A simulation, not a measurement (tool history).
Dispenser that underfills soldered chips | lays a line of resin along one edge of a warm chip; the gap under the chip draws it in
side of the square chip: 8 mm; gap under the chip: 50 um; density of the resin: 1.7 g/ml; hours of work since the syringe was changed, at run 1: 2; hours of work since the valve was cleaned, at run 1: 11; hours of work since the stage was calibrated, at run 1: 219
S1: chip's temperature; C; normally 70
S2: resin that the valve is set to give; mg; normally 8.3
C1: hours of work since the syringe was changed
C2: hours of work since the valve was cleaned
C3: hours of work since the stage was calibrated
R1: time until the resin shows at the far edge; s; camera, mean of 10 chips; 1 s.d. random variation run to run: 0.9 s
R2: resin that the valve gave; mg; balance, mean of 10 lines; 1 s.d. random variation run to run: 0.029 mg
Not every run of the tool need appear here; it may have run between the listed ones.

run   hour  S1     S2  C1  C2   C3     R1    R2
  1      0  70    8.3   2  11  219   98.7  8.21
  2   12.6  70    8.3   9  19  226  142.6  8.21
        14  -- new syringe of resin
  3   25.2  70  10.16   7  26  234  125.8  9.96
      30.6  -- new syringe of resin
  4   32.7  70  10.16   1  31  238   95.3  9.89
  5   41.1  70  10.16   6  36  243  125.4  9.89
      47.5  -- new syringe of resin
  6   49.6  70  10.16   1  41  248   98.1  9.86
  7   58.4  70  10.16   7  46  254    127  9.85
      64.6  -- new syringe of resin
  8   69.6  70   8.69   3  53  260  103.8  8.39
  9   80.1  70   8.69   9  59  266  147.9  8.31
      81.4  -- new syringe of resin
 10   86.2  70    8.3   3  63  270  108.4   7.9
 11     95  62    8.3   8  68  275  199.7  7.88
      98.7  -- new syringe of resin
 12  107.9  62    8.3   6  76  283  170.8  7.82
       115  -- new syringe of resin
 13  118.1  62    8.3   2  82  289  146.5  7.79
     131.4  -- new syringe of resin
 14  131.9  62    8.3   0  90  297  135.8   7.7
 15  142.4  70    8.3   7  96  303  128.1  7.71
     147.8  -- new syringe of resin
     152.2  -- dispensing valve cleaned and set on the balance
 16  153.5  85    9.1   3   1  309   54.5  9.12
 17  163.1  64   9.76   9   7  315  179.8  9.75
     165.2  -- new syringe of resin
 18  174.7  64   9.76   6  13  322  157.3  9.68
     181.5  -- new syringe of resin
 19  184.1  64   9.76   2  19  328  125.5  9.62
 20  195.1  64   9.76   8  26  334    176  9.57
     197.8  -- new syringe of resin
 21    201  80   8.18   2  29  338   66.4  8.03
 22  207.6  80   8.18   6  33  342   83.1  7.95
     214.7  -- new syringe of resin
 23  218.8  80   8.18   2  40  348   69.1  7.94
       231  -- new syringe of resin
 24    231  80   8.18   0  47  356   62.2  7.89
 25  239.3  80   8.18   5  52  361   80.3  7.83
     247.4  -- new syringe of resin
 26  249.7  80   8.18   1  58  367   66.7  7.84
 27  255.3  59   9.66   5  61  370  191.5  9.21
 28  262.1  72      9   9  65  374  134.8  8.52
     264.4  -- new syringe of resin
 29  269.3  62   9.58   3  70  378  154.8  9.06

5 options for the next run, each taken on its own from the tool as it stands now. Forecast them:
  A  276.2  71  10.02   7  74  383   ?   ?
  B  276.2  60   9.59   7  74  383   ?   ?
  C  276.2  67   8.28   7  74  383   ?   ?
  D  276.2  62    7.5   7  74  383   ?   ?
  E  276.2  75   7.53   7  74  383   ?   ?

run     R1    R2
  A  131.3  9.49
  B  212.8  9.08
  C  157.2  7.84
  D  204.4  7.07
  E  116.9  7.16
Without the tool's hidden state the same runs would have given:
run     R1     R2
  A   81.2  10.06
  B  130.5   9.62
  C   96.3   8.31
  D  124.1   7.49
  E   71.6   7.58
